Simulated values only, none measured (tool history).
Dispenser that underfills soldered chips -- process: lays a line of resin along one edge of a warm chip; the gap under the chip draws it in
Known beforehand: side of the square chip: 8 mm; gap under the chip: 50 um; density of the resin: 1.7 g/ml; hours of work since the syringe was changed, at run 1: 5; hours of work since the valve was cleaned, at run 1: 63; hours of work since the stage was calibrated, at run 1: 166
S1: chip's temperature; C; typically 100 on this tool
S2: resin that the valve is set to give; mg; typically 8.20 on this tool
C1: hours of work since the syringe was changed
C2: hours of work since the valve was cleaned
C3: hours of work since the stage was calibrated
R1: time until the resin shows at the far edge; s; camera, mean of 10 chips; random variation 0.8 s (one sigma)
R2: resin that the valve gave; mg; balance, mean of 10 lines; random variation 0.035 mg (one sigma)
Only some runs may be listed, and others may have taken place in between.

run	hour	S1	S2	C1	C2	C3	R1	R2
1	0.0	100	8.20	5	63	166	84.8	7.86
2	3.1	100	8.20	7	65	168	90.6	7.88
# hour 7.8: new syringe of resin
3	7.8	100	8.20	0	69	172	72.3	7.93
4	11.9	100	8.20	3	72	175	78.8	7.89
5	17.1	100	10.11	7	76	179	87.2	9.66
# hour 21.8: new syringe of resin
6	23.1	100	10.11	1	80	184	75.1	9.64
7	28.3	100	8.75	5	84	188	82.4	8.28
8	30.8	100	8.20	7	86	190	91.0	7.78
# hour 35.6: new syringe of resin
9	36.0	95	8.20	0	90	194	89.5	7.75
10	40.6	95	8.20	4	94	197	100.5	7.70
11	45.3	95	8.20	8	98	201	111.5	7.78
12	48.2	87	8.33	10	100	203	157.9	7.82
# hour 49.7: new syringe of resin
13	51.5	87	8.72	1	102	206	119.3	8.22
14	55.4	90	9.51	5	105	209	113.6	8.89
15	59.5	100	10.07	8	109	212	87.6	9.36
16	62.3	100	10.07	10	111	214	94.7	9.41
# hour 63.5: new syringe of resin
17	65.3	100	7.91	1	113	216	78.1	7.46
18	68.2	115	8.20	4	115	219	48.8	7.61
19	71.5	115	8.20	6	118	221	52.4	7.61
# hour 77.4: new syringe of resin
20	77.4	109	7.25	0	122	226	54.8	6.76

Each row is a separate what-if for the run after 20, all from the same tool condition, not one after another. Results?
A	79.8	109	8.20	2	124	228	?	?
B	79.8	109	7.12	2	124	228	?	?
C	79.8	100	8.96	2	124	228	?	?

run	R1	R2
A	57.1	7.61
B	59.1	6.62
C	75.9	8.30
Without the tool's hidden state the same runs would have given:
run	R1	R2
A	54.7	8.25
B	56.0	7.17
C	73.3	8.99
